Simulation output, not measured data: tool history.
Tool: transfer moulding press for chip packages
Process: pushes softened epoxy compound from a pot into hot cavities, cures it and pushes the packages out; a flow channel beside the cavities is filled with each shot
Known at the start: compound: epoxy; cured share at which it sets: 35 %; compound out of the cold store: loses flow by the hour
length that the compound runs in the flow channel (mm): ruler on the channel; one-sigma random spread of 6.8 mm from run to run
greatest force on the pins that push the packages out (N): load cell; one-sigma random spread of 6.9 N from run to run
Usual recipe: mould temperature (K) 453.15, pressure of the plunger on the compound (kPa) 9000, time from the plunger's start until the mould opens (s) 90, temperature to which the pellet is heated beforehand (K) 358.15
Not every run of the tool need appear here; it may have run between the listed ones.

| run | hour | mould temperature (K) | pressure of the plunger on the compound (kPa) | time from the plunger's start until the mould opens (s) | temperature to which the pellet is heated beforehand (K) | incoming compound's hours out of the cold store | length that the compound runs in the flow channel (mm) | greatest force on the pins that push the packages out (N) |
|---|---|---|---|---|---|---|---|---|
| 1 | 0 | 453.15 | 9000 | 90 | 358.15 | 14.3 | 838 | 360 |
| 2 | 11.1 | 453.15 | 9000 | 90 | 358.15 | 36.1 | 754 | 358 |
|  | 15.8 | cavities cleaned with cleaning compound and waxed |
| 3 | 23.1 | 453.15 | 10550 | 90 | 358.15 | 15.3 | 910 | 310 |
| 4 | 29.6 | 453.15 | 10550 | 90 | 358.15 | 19.2 | 891 | 344 |
| 5 | 39.6 | 453.15 | 9000 | 98 | 358.15 | 24.8 | 798 | 312 |
| 6 | 50.9 | 453.15 | 9000 | 90 | 358.15 | 9.7 | 880 | 388 |
|  | 55.6 | cavities cleaned with cleaning compound and waxed |
| 7 | 58.8 | 453.15 | 9000 | 90 | 358.15 | 47.8 | 683 | 289 |
| 8 | 71.7 | 453.15 | 9000 | 90 | 358.15 | 8.4 | 845 | 341 |
| 9 | 84.1 | 453.15 | 9000 | 90 | 348.15 | 41.4 | 707 | 330 |
|  | 91.7 | plunger's sealing rings changed |
| 10 | 92.7 | 453.15 | 9000 | 90 | 348.15 | 33.7 | 792 | 370 |
|  | 97.6 | cavities cleaned with cleaning compound and waxed |
| 11 | 104.9 | 453.15 | 9000 | 90 | 358.15 | 17.5 | 860 | 313 |
| 12 | 118.7 | 453.15 | 9000 | 90 | 364.15 | 42.3 | 734 | 323 |
| 13 | 132 | 445.15 | 9000 | 90 | 358.15 | 30 | 825 | 582 |
|  | 137.1 | cavities cleaned with cleaning compound and waxed |
| 14 | 142.4 | 445.15 | 9000 | 90 | 358.15 | 41.6 | 772 | 463 |

Run 15 comes next. What will it give?
| 15 | 156 | 445.15 | 9000 | 90 | 358.15 | 13.9 | ? | ? |

Run 15 produced length that the compound runs in the flow channel (mm) 903, greatest force on the pins that push the packages out (N) 578.
Without the tool's hidden state the same run would have given length that the compound runs in the flow channel (mm) 927, greatest force on the pins that push the packages out (N) 531.

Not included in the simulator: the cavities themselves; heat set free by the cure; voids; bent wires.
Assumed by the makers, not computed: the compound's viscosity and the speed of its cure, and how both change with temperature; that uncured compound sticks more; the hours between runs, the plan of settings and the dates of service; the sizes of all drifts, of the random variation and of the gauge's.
